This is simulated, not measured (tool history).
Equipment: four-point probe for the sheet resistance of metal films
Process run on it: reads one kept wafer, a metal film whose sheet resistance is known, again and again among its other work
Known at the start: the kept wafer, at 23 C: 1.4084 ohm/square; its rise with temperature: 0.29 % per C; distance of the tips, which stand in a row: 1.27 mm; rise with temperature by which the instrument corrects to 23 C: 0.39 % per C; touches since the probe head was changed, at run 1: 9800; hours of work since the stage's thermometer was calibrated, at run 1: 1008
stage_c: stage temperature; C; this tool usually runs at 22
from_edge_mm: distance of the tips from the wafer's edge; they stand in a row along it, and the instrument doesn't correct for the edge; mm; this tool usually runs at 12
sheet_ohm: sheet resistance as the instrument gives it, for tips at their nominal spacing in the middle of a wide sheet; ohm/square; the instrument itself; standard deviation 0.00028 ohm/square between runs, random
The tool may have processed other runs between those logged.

run	hour	stage_c	from_edge_mm	touches since the probe head was changed	hours of work since the stage's thermometer was calibrated	sheet_ohm
1	0.0	22	12	9800	1008	1.420677
2	63.4	28	12	12912	1056	1.413064
3	133.2	28	12	16338	1109	1.412516
4	190.8	22	12	19162	1153	1.419769
5	224.7	22	12	20825	1179	1.419035
6	293.8	22	12	24215	1231	1.419018
7	325.2	22	12	25760	1255	1.418843
8	387.7	22	12	28823	1303	1.418427
9	443.4	22	12	31559	1345	1.418285
10	516.2	22	12	35129	1400	1.417310
11	562.4	22	12	37397	1436	1.416892
12	628.5	22	14	40642	1486	1.414562
13	682.8	22	12	43305	1527	1.416664
14	715.4	22	12	44907	1552	1.416397
15	774.7	22	12	47818	1597	1.416030
16	814.9	22	12	49790	1628	1.415777
17	861.4	22	12	52068	1663	1.415873
18	926.0	22	12	55242	1712	1.415400
19	995.6	22	10	58653	1765	1.418097
20	1037.6	21	6	60717	1797	1.440599
21	1068.3	19	13	62221	1820	1.416910
22	1136.2	26	59	65557	1872	1.400330
23	1198.1	26	59	68595	1919	1.399994
24	1255.5	29	11	71408	1962	1.405399
25	1320.7	29	11	74608	2012	1.404852
26	1378.4	19	18	77438	2056	1.411893
27	1420.0	22	14	79479	2087	1.409864
28	1468.8	21	14	81874	2125	1.411043
29	1507.2	21	14	83759	2154	1.410563
30	1536.6	28	67	85202	2176	1.396071
31	1595.1	28	67	88076	2221	1.395407
32	1651.7	28	6	90849	2264	1.427188
33	1704.5	30	21	93444	2304	1.394309
34	1767.7	20	12	96544	2352	1.413334
35	1815.7	24	27	98898	2388	1.400305
36	1859.4	34	14	101046	2422	1.391548
37	1902.0	34	14	103131	2454	1.391800
38	1966.7	26	74	106309	2503	1.395472

Each row is a separate what-if for the run after 38, all from the same tool condition, not one after another. Results?
# hour 1990.8: stage's thermometer calibrated
# hour 2014.8: new probe head fitted
A	2022.1	30	56	356	23	?
# hour 1990.8: stage's thermometer calibrated
# hour 2014.8: new probe head fitted
B	2022.1	22	23	356	23	?
# hour 1990.8: stage's thermometer calibrated
# hour 2014.8: new probe head fitted
C	2022.1	29	4	356	23	?
# hour 1990.8: stage's thermometer calibrated
# hour 2014.8: new probe head fitted
D	2022.1	26	75	356	23	?

run	sheet_ohm
A	1.399889
B	1.412557
C	1.473382
D	1.404993
With the hidden condition removed and each run's random variation left untouched, the same runs would have given:
run	sheet_ohm
A	1.399495
B	1.412166
C	1.472971
D	1.404601
